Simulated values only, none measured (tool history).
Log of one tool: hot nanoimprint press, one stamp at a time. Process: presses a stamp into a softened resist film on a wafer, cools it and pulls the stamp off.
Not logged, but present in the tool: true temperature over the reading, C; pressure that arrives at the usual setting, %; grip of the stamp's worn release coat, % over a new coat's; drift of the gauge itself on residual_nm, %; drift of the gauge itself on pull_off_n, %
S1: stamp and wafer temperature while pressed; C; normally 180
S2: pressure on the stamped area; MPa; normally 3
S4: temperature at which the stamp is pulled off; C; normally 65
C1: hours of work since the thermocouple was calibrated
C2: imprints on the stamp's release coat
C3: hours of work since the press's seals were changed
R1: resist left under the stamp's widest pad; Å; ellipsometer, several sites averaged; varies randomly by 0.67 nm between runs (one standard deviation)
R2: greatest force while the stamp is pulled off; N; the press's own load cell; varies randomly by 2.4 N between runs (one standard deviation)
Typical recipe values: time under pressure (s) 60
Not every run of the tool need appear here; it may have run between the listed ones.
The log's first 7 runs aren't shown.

run 8 day=2.25 | S1=188 S2=3 time_under_pressure_(s)=60 S4=52 | C1=436 C2=309 C3=66 | R1=619 R2=321
run 9 day=2.6 | S1=188 S2=3 time_under_pressure_(s)=60 S4=52 | C1=443 C2=334 C3=72 | R1=624 R2=321
run 10 day=2.808 | S1=188 S2=3 time_under_pressure_(s)=60 S4=52 | C1=446 C2=350 C3=76 | R1=626 R2=319
run 11 day=3.129 | S1=188 S2=3 time_under_pressure_(s)=60 S4=52 | C1=452 C2=373 C3=82 | R1=638 R2=325
run 12 day=3.442 | S1=188 S2=3 time_under_pressure_(s)=60 S4=52 | C1=458 C2=396 C3=87 | R1=626 R2=319
run 13 day=3.792 | S1=188 S2=3.62 time_under_pressure_(s)=60 S4=52 | C1=464 C2=422 C3=94 | R1=580 R2=323
-- day=4.071 plate thermocouple calibrated
run 14 day=4.271 | S1=180 S2=2.5 time_under_pressure_(s)=60 S4=65 | C1=4 C2=448 C3=100 | R1=959 R2=251
run 15 day=4.438 | S1=180 S2=3 time_under_pressure_(s)=60 S4=65 | C1=7 C2=460 C3=103 | R1=880 R2=249
run 16 day=4.629 | S1=180 S2=3 time_under_pressure_(s)=60 S4=65 | C1=10 C2=474 C3=107 | R1=884 R2=246
run 17 day=4.838 | S1=180 S2=3 time_under_pressure_(s)=60 S4=65 | C1=14 C2=490 C3=110 | R1=896 R2=242
run 18 day=5.025 | S1=169 S2=2.49 time_under_pressure_(s)=98 S4=63 | C1=17 C2=503 C3=114 | R1=1179 R2=263
-- day=5.312 plate thermocouple calibrated, once more
run 19 day=5.396 | S1=169 S2=2.49 time_under_pressure_(s)=98 S4=63 | C1=1 C2=521 C3=118 | R1=1099 R2=248
run 20 day=5.612 | S1=168 S2=2.95 time_under_pressure_(s)=117 S4=67 | C1=5 C2=537 C3=122 | R1=1008 R2=226
run 21 day=5.867 | S1=180 S2=2.33 time_under_pressure_(s)=39 S4=65 | C1=10 C2=556 C3=127 | R1=1036 R2=239
run 22 day=6.142 | S1=180 S2=2.77 time_under_pressure_(s)=60 S4=72 | C1=15 C2=576 C3=132 | R1=843 R2=197
-- day=6.562 stamp cleaned and given a new release coat
run 23 day=6.642 | S1=180 S2=3 time_under_pressure_(s)=101 S4=71 | C1=19 C2=6 C3=136 | R1=657 R2=187
run 24 day=6.854 | S1=180 S2=4.12 time_under_pressure_(s)=82 S4=71 | C1=23 C2=21 C3=140 | R1=620 R2=191
run 25 day=7.196 | S1=180 S2=4.12 time_under_pressure_(s)=82 S4=73 | C1=29 C2=46 C3=146 | R1=622 R2=177
run 26 day=7.558 | S1=191 S2=4.38 time_under_pressure_(s)=44 S4=58 | C1=36 C2=73 C3=153 | R1=520 R2=268
run 27 day=7.804 | S1=191 S2=4.38 time_under_pressure_(s)=44 S4=58 | C1=40 C2=91 C3=157 | R1=521 R2=267
run 28 day=8.108 | S1=173 S2=2.78 time_under_pressure_(s)=35 S4=58 | C1=46 C2=113 C3=163 | R1=1297 R2=272
run 29 day=8.5 | S1=180 S2=3 time_under_pressure_(s)=50 S4=65 | C1=53 C2=142 C3=170 | R1=882 R2=227
run 30 day=8.754 | S1=185 S2=3.58 time_under_pressure_(s)=64 S4=52 | C1=57 C2=161 C3=174 | R1=614 R2=301
run 31 day=9.088 | S1=185 S2=3.58 time_under_pressure_(s)=64 S4=52 | C1=63 C2=185 C3=180 | R1=609 R2=304

Here are 3 independent what-if runs from the current tool condition. What would each one return?
run A day=9.275 | S1=185 S2=4.1 time_under_pressure_(s)=64 S4=63 | C1=67 C2=199 C3=184 | R1=? R2=?
run B day=9.275 | S1=180 S2=2.66 time_under_pressure_(s)=60 S4=65 | C1=67 C2=199 C3=184 | R1=? R2=?
run C day=9.275 | S1=185 S2=2.38 time_under_pressure_(s)=44 S4=52 | C1=67 C2=199 C3=184 | R1=? R2=?

run=A R1=572 R2=239
run=B R1=869 R2=231
run=C R1=865 R2=300
The same runs, with their run-to-run variation unchanged, on a tool lacking any hidden condition would have given:
run=A R1=564 R2=232
run=B R1=859 R2=224
run=C R1=855 R2=291
